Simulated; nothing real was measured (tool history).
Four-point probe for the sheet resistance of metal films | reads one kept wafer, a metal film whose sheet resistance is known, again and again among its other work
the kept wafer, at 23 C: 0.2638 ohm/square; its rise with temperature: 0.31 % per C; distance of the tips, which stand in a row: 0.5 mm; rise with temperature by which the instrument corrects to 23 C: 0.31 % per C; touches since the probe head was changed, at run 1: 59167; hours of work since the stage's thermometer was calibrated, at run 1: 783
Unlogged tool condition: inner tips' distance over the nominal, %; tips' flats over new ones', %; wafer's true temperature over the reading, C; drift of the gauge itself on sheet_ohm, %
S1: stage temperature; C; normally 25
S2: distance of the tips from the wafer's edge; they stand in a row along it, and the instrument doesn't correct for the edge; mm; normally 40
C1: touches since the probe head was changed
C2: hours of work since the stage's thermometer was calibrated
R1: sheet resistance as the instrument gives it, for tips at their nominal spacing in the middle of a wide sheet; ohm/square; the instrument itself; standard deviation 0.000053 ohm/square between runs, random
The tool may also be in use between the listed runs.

run 1 hour=0 | S1=25 S2=40 | C1=59167 C2=783 | R1=0.261789
run 2 hour=26.8 | S1=25 S2=40 | C1=60574 C2=799 | R1=0.261724
run 3 hour=41.5 | S1=25 S2=40 | C1=61345 C2=808 | R1=0.261803
run 4 hour=56.1 | S1=25 S2=40 | C1=62113 C2=817 | R1=0.261713
run 5 hour=85.8 | S1=25 S2=40 | C1=63671 C2=834 | R1=0.261728
run 6 hour=114.3 | S1=25 S2=13 | C1=65168 C2=852 | R1=0.261969
run 7 hour=141.6 | S1=25 S2=40 | C1=66604 C2=868 | R1=0.261635
run 8 hour=157.9 | S1=25 S2=40 | C1=67456 C2=878 | R1=0.261481
run 9 hour=179.8 | S1=25 S2=40 | C1=68608 C2=891 | R1=0.261661
run 10 hour=197 | S1=25 S2=11 | C1=69509 C2=902 | R1=0.261877
run 11 hour=213.6 | S1=25 S2=23 | C1=70382 C2=912 | R1=0.26165
run 12 hour=238 | S1=25 S2=23 | C1=71662 C2=926 | R1=0.261623
run 13 hour=265.8 | S1=25 S2=8 | C1=73126 C2=943 | R1=0.261992
run 14 hour=285 | S1=25 S2=8 | C1=74131 C2=955 | R1=0.262139
run 15 hour=299.1 | S1=25 S2=68 | C1=74873 C2=963 | R1=0.261487
run 16 hour=328 | S1=25 S2=68 | C1=76392 C2=981 | R1=0.261445
run 17 hour=349.1 | S1=25 S2=40 | C1=77498 C2=994 | R1=0.261499
run 18 hour=376.3 | S1=25 S2=40 | C1=78925 C2=1010 | R1=0.261446
run 19 hour=399.8 | S1=25 S2=40 | C1=80159 C2=1024 | R1=0.261422
run 20 hour=429.4 | S1=25 S2=40 | C1=81715 C2=1042 | R1=0.26142
run 21 hour=459.4 | S1=25 S2=40 | C1=83292 C2=1060 | R1=0.26142
run 22 hour=478.7 | S1=22 S2=40 | C1=84301 C2=1072 | R1=0.261506
run 23 hour=499.2 | S1=27 S2=61 | C1=85380 C2=1084 | R1=0.261319
run 24 hour=518.4 | S1=26 S2=6 | C1=86390 C2=1096 | R1=0.262254
run 25 hour=546.5 | S1=26 S2=21 | C1=87863 C2=1113 | R1=0.261386
run 26 hour=575.6 | S1=34 S2=14 | C1=89393 C2=1131 | R1=0.261334
run 27 hour=600 | S1=21 S2=21 | C1=90672 C2=1145 | R1=0.261401
run 28 hour=626 | S1=21 S2=21 | C1=92037 C2=1161 | R1=0.261431
run 29 hour=638.5 | S1=21 S2=21 | C1=92697 C2=1169 | R1=0.261334
run 30 hour=665.4 | S1=29 S2=8 | C1=94110 C2=1185 | R1=0.261655
run 31 hour=682.2 | S1=25 S2=5 | C1=94990 C2=1195 | R1=0.262463
run 32 hour=707.9 | S1=28 S2=26 | C1=96341 C2=1211 | R1=0.261068
run 33 hour=723.3 | S1=19 S2=4 | C1=97149 C2=1220 | R1=0.263435

Predict the results of run 34:
run 34 hour=738.1 | S1=28 S2=46 | C1=97925 C2=1229 | R1=?

R1: 0.26112 ohm/square
Were there no unlogged condition in the tool, this run, its random variation unchanged, would have produced R1 0.263764 ohm/square.
